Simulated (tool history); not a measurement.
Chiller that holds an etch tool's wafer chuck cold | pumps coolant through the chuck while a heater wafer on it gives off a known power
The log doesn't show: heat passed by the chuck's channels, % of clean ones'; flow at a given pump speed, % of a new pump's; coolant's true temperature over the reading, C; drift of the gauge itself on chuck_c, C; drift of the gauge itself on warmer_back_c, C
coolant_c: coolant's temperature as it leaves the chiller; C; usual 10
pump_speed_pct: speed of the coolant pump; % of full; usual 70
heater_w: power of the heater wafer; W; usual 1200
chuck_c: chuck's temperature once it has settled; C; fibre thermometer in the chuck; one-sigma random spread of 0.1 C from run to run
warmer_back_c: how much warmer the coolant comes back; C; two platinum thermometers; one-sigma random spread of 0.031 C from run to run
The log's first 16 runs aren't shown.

run	hour	coolant_c	pump_speed_pct	heater_w	hours since the coolant was changed and the channels were flushed	hours since the pump was overhauled	hours since the chiller's thermometer was calibrated	chuck_c	warmer_back_c
17	2041.1	7	87	1592	3247	5353	3758	16.7	3.01
18	2163.6	7	87	1592	3370	5475	3881	16.6	3.04
# hour 2240.0: chiller's thermometer calibrated
19	2316.7	4	66	972	3522	5627	77	12.0	2.41
20	2484.9	4	66	972	3690	5796	245	11.8	2.41
# hour 2613.3: gauge calibrated
21	2613.3	7	63	713	3818	5924	373	13.1	2.08
22	2778.3	7	82	1330	3983	6089	538	15.7	2.89
23	2851.6	7	70	1200	4057	6162	612	16.2	3.01
# hour 2980.8: coolant changed, channels flushed
24	3034.1	12	67	1117	53	6339	788	20.9	2.92
# hour 3069.9: coolant pump overhauled
25	3111.9	17	100	1374	126	42	861	24.3	2.33
26	3278.5	3	70	835	293	209	1027	9.3	2.10
27	3356.9	5	70	835	371	287	1106	11.4	2.06
28	3453.4	4	95	1200	468	383	1202	10.8	2.16
29	3555.0	4	95	1200	569	485	1304	10.7	2.09
30	3718.6	4	95	1200	733	649	1468	10.7	2.07
31	3886.1	4	75	1200	900	816	1635	12.8	2.66

Consider 4 possible next runs. They are alternatives, not a sequence: every one starts from the tool as it was left by run 31. What does each give?
A	4023.3	10	92	1200	1037	953	1772	?	?
B	4023.3	20	89	1407	1037	953	1772	?	?
C	4023.3	4	88	889	1037	953	1772	?	?
D	4023.3	8	75	1200	1037	953	1772	?	?

run	chuck_c	warmer_back_c
A	16.8	2.12
B	28.5	2.63
C	9.4	1.65
D	16.6	2.72
Stripped of hidden state, with their random variation kept, the same runs would have yielded:
run	chuck_c	warmer_back_c
A	16.8	2.24
B	28.5	2.76
C	9.4	1.78
D	16.6	2.84
